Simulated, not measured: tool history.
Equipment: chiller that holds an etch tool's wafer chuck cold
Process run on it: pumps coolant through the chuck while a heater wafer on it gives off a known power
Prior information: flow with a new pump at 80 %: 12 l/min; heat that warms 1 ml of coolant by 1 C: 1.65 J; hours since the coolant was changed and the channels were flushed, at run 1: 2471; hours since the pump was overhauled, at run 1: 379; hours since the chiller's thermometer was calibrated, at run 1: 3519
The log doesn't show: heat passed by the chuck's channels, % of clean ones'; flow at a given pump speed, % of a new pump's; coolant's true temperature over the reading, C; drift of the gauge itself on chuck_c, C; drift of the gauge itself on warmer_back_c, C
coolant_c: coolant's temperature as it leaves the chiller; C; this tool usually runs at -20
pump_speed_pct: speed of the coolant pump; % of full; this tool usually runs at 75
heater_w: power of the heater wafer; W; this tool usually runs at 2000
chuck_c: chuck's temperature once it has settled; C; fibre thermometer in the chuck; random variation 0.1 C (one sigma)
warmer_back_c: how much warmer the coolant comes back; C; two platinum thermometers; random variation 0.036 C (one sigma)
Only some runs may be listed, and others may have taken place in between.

run   hour  coolant_c  pump_speed_pct  heater_w  hours since the coolant was changed and the channels were flushed  hours since the pump was overhauled  hours since the chiller's thermometer was calibrated  chuck_c  warmer_back_c
  1      0        -20              75      2000                                                               2471                                  379                                                  3519     -4.7           6.51
  2  120.8        -20              75      2000                                                               2592                                  500                                                  3640     -4.6           6.51
  3  241.3        -20              75      2000                                                               2713                                  620                                                  3760     -4.7           6.55
  4    361        -20              88      2000                                                               2832                                  740                                                  3880     -6.1           5.51
  5  438.3        -20              88      2000                                                               2910                                  817                                                  3957     -6.3           5.54
  6  565.8        -20              88      2000                                                               3037                                  945                                                  4085     -6.2            5.6
  7  668.4        -26              88      2000                                                               3140                                 1048                                                  4187    -12.1           5.59
       681  -- coolant pump overhauled
  8  730.4        -11              77      1678                                                               3197                                   49                                                  4244      1.6           5.38
  9  830.4        -21              75      2000                                                               3297                                  149                                                  4344     -5.4           6.54
     901.2  -- coolant pump overhauled, once more
 10  921.1        -21              95      2086                                                               3383                                   20                                                  4430     -7.3           5.27

Run 11 is up next; what results do you expect?
 11  980.9        -21              95      2086                                                               3442                                   80                                                  4490        ?              ?

Run 11 yielded chuck_c -7.3 C, warmer_back_c 5.34 C.
The same run, on a tool lacking any hidden state, would have yielded chuck_c -7.4 C, warmer_back_c 5.31 C.

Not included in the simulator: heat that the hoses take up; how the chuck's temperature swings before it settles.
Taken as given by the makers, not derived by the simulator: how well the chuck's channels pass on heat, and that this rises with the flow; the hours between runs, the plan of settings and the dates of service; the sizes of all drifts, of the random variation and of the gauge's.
